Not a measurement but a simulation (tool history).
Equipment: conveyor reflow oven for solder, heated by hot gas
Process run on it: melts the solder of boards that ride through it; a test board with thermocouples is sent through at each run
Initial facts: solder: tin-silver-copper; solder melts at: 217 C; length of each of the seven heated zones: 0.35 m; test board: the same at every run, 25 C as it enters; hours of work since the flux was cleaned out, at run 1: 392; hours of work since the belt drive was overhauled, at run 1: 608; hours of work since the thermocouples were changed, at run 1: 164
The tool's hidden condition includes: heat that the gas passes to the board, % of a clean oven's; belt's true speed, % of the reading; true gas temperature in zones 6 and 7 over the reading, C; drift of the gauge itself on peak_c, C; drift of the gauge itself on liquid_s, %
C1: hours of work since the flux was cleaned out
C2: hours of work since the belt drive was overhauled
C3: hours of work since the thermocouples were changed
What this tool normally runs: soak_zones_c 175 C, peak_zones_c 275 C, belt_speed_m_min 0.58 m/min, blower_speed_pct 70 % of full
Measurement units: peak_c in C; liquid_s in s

{"run": 1, "hour": 0.0, "soak_zones_c": 175, "peak_zones_c": 275, "belt_speed_m_min": 0.58, "blower_speed_pct": 70, "C1": 392, "C2": 608, "C3": 164, "peak_c": 253.4, "liquid_s": 54.3}
{"run": 2, "hour": 11.7, "soak_zones_c": 175, "peak_zones_c": 275, "belt_speed_m_min": 0.653, "blower_speed_pct": 70, "C1": 397, "C2": 613, "C3": 169, "peak_c": 248.9, "liquid_s": 44.2}
{"run": 3, "hour": 28.6, "soak_zones_c": 175, "peak_zones_c": 275, "belt_speed_m_min": 0.653, "blower_speed_pct": 70, "C1": 404, "C2": 620, "C3": 176, "peak_c": 248.9, "liquid_s": 44.1}
{"run": 4, "hour": 37.7, "soak_zones_c": 175, "peak_zones_c": 275, "belt_speed_m_min": 0.653, "blower_speed_pct": 70, "C1": 408, "C2": 624, "C3": 180, "peak_c": 249, "liquid_s": 44}
{"run": 5, "hour": 48.3, "soak_zones_c": 175, "peak_zones_c": 275, "belt_speed_m_min": 0.653, "blower_speed_pct": 70, "C1": 413, "C2": 629, "C3": 185, "peak_c": 249, "liquid_s": 44}
{"run": 6, "hour": 68.1, "soak_zones_c": 175, "peak_zones_c": 275, "belt_speed_m_min": 0.653, "blower_speed_pct": 70, "C1": 421, "C2": 638, "C3": 194, "peak_c": 248.8, "liquid_s": 44.1}
{"run": 7, "hour": 83.0, "soak_zones_c": 175, "peak_zones_c": 275, "belt_speed_m_min": 0.653, "blower_speed_pct": 70, "C1": 428, "C2": 644, "C3": 200, "peak_c": 249, "liquid_s": 44.2}
{"run": 8, "hour": 95.1, "soak_zones_c": 175, "peak_zones_c": 275, "belt_speed_m_min": 0.653, "blower_speed_pct": 70, "C1": 433, "C2": 649, "C3": 205, "peak_c": 248.8, "liquid_s": 44.1}
{"run": 9, "hour": 112.0, "soak_zones_c": 175, "peak_zones_c": 275, "belt_speed_m_min": 0.653, "blower_speed_pct": 70, "C1": 440, "C2": 657, "C3": 213, "peak_c": 249, "liquid_s": 43.9}
{"run": 10, "hour": 130.4, "soak_zones_c": 175, "peak_zones_c": 275, "belt_speed_m_min": 0.653, "blower_speed_pct": 70, "C1": 448, "C2": 665, "C3": 221, "peak_c": 248.8, "liquid_s": 44}
{"run": 11, "hour": 147.6, "soak_zones_c": 175, "peak_zones_c": 275, "belt_speed_m_min": 0.538, "blower_speed_pct": 70, "C1": 456, "C2": 672, "C3": 228, "peak_c": 256.6, "liquid_s": 61.1}
{"hour": 165.4, "done": "flux residue cleaned out of gas plates and filters"}
{"run": 12, "hour": 165.4, "soak_zones_c": 175, "peak_zones_c": 275, "belt_speed_m_min": 0.538, "blower_speed_pct": 70, "C1": 0, "C2": 678, "C3": 234, "peak_c": 256.6, "liquid_s": 61.1}
{"run": 13, "hour": 179.7, "soak_zones_c": 162, "peak_zones_c": 275, "belt_speed_m_min": 0.538, "blower_speed_pct": 70, "C1": 6, "C2": 684, "C3": 240, "peak_c": 254, "liquid_s": 55.1}
{"run": 14, "hour": 194.7, "soak_zones_c": 162, "peak_zones_c": 275, "belt_speed_m_min": 0.538, "blower_speed_pct": 70, "C1": 13, "C2": 690, "C3": 246, "peak_c": 253.9, "liquid_s": 55}
{"run": 15, "hour": 209.1, "soak_zones_c": 162, "peak_zones_c": 275, "belt_speed_m_min": 0.538, "blower_speed_pct": 70, "C1": 19, "C2": 697, "C3": 253, "peak_c": 254, "liquid_s": 55.2}
{"run": 16, "hour": 217.6, "soak_zones_c": 177, "peak_zones_c": 275, "belt_speed_m_min": 0.538, "blower_speed_pct": 70, "C1": 23, "C2": 700, "C3": 256, "peak_c": 256.8, "liquid_s": 62.1}
{"run": 17, "hour": 235.1, "soak_zones_c": 180, "peak_zones_c": 285, "belt_speed_m_min": 0.58, "blower_speed_pct": 70, "C1": 30, "C2": 708, "C3": 264, "peak_c": 262.9, "liquid_s": 61.8}
{"run": 18, "hour": 250.0, "soak_zones_c": 180, "peak_zones_c": 285, "belt_speed_m_min": 0.58, "blower_speed_pct": 70, "C1": 37, "C2": 714, "C3": 270, "peak_c": 263.5, "liquid_s": 62}
{"hour": 256.0, "done": "belt drive overhauled, speed set with a stopwatch"}
{"run": 19, "hour": 267.0, "soak_zones_c": 163, "peak_zones_c": 265, "belt_speed_m_min": 0.685, "blower_speed_pct": 60, "C1": 42, "C2": 5, "C3": 276, "peak_c": 231.9, "liquid_s": 22.5}
{"run": 20, "hour": 282.0, "soak_zones_c": 163, "peak_zones_c": 265, "belt_speed_m_min": 0.685, "blower_speed_pct": 60, "C1": 49, "C2": 11, "C3": 283, "peak_c": 231.6, "liquid_s": 22.5}
{"run": 21, "hour": 296.8, "soak_zones_c": 163, "peak_zones_c": 265, "belt_speed_m_min": 0.685, "blower_speed_pct": 60, "C1": 55, "C2": 18, "C3": 289, "peak_c": 231.8, "liquid_s": 22.6}
{"run": 22, "hour": 309.9, "soak_zones_c": 175, "peak_zones_c": 272, "belt_speed_m_min": 0.663, "blower_speed_pct": 55, "C1": 61, "C2": 23, "C3": 295, "peak_c": 239.5, "liquid_s": 34.1}
{"run": 23, "hour": 319.2, "soak_zones_c": 180, "peak_zones_c": 275, "belt_speed_m_min": 0.664, "blower_speed_pct": 70, "C1": 65, "C2": 27, "C3": 299, "peak_c": 249.5, "liquid_s": 45.2}
{"run": 24, "hour": 329.4, "soak_zones_c": 189, "peak_zones_c": 264, "belt_speed_m_min": 0.676, "blower_speed_pct": 70, "C1": 70, "C2": 32, "C3": 303, "peak_c": 242.7, "liquid_s": 42.4}

How the hidden state differs across the entries between the runs, from the last listed run before each to the first after it:
From run 11 to run 12: flux residue cleaned out of gas plates and filters (hour 165.4)
  heat that the gas passes to the board, % of a clean oven's: 99.5 -> 100
From run 18 to run 19: belt drive overhauled, speed set with a stopwatch (hour 256)
  heat that the gas passes to the board, % of a clean oven's: 100 -> 99.9; belt's true speed, % of the reading: 99.91 -> 99.99

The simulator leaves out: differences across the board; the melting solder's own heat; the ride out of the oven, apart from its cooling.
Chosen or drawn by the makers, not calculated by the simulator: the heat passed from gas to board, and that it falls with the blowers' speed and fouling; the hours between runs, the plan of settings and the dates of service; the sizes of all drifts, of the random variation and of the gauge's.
